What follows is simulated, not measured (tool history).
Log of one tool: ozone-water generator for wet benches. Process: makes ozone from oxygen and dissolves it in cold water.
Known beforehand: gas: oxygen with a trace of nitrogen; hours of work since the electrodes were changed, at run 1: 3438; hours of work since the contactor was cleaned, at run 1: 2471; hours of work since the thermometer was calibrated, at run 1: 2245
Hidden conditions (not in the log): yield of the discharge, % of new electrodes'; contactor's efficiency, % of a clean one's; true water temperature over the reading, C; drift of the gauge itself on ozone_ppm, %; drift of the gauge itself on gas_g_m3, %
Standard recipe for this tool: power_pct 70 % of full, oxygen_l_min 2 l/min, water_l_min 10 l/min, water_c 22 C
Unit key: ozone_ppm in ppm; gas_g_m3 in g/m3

run	hour	power_pct	oxygen_l_min	water_l_min	water_c	hours of work since the electrodes were changed	hours of work since the contactor was cleaned	hours of work since the thermometer was calibrated	ozone_ppm	gas_g_m3
1	0	70	2	10	22	3438	2471	2245	15.9	209.3
2	65.4	70	2	13	22	3494	2527	2301	12.3	208.9
3	133.9	70	2	13	22	3553	2586	2360	12.3	210.2
4	236.9	70	2	13	22	3640	2674	2448	12.5	209.9
5	311.2	70	2	13	22	3704	2737	2511	12.4	208.8
6	413.9	70	2	7	22	3792	2825	2599	21.5	209.5
7	459.2	70	2	7	22	3830	2864	2637	21.5	210.1
# hour 467.6: water thermometer calibrated
8	531.7	70	2	10	22	3892	2925	55	16.1	210.6
9	592.1	70	2	10	22	3943	2977	106	15.9	211.3
10	696.9	70	2	10	22	4033	3066	196	15.9	209.8
11	745.8	70	2	10	22	4075	3108	238	15.7	210.1
12	813.7	70	2	10	22	4133	3166	296	15.9	211.1
13	890	70	2	10	22	4198	3231	361	16.1	210.9
14	962.8	70	2	10	22	4260	3293	423	15.9	213.5
15	1032.1	65	2	10	22	4319	3352	482	14.7	200.2
16	1126.4	65	2	10	19	4399	3433	563	15.5	199
17	1193	65	2	14	30	4456	3490	619	9.8	199.7
18	1291.7	42	2.07	10	18	4541	3574	704	11.1	138.8
19	1341.6	42	2.07	10	18	4583	3617	746	11.1	138.3
20	1415.5	42	2.84	10	16	4646	3680	809	11.8	121.6
21	1486.9	65	1	10	16	4707	3741	870	13.3	268.7
22	1548.9	54	3.21	10	19	4760	3794	923	14.1	140.7
23	1612.1	54	3.21	10	19	4814	3848	977	14.1	141.5
24	1660.7	53	1.09	13	15	4856	3889	1019	8.8	222.1
25	1752.7	53	1.09	13	15	4934	3968	1097	8.9	222.9
26	1843.3	65	2	10	22	5012	4045	1175	15	203.6
27	1945.1	65	2	10	22	5099	4132	1262	14.9	203
28	2023.6	65	2	10	22	5166	4199	1329	15	200.5
29	2101.6	65	2	10	22	5232	4266	1395	15	199.8
30	2179.2	40	1.84	7	20	5298	4332	1461	14	141.9
# hour 2192.1: contactor cleaned
31	2232	40	1.84	7	20	5340	34	1503	14.1	142.1
32	2321.4	40	1.84	7	20	5417	110	1580	13.9	141

Branching from run 32: 5 alternative next runs. What would each branch give?
A	2424.6	46	2	8	22	5505	198	1668	?	?
B	2424.6	66	3.09	12	20	5505	198	1668	?	?
C	2424.6	100	2.43	10	23	5505	198	1668	?	?
D	2424.6	70	2.23	7	22	5505	198	1668	?	?
E	2424.6	40	1.84	6	20	5505	198	1668	?	?

run	ozone_ppm	gas_g_m3
A	14	154.4
B	14.1	169.6
C	21.2	259.4
D	21.4	202.8
E	15.9	142.8
Take away the tool's hidden state, keep each run's random variation, and the runs would have read:
run	ozone_ppm	gas_g_m3
A	14	151.3
B	14.1	166.2
C	21.2	254.3
D	21.5	198.7
E	15.9	139.8
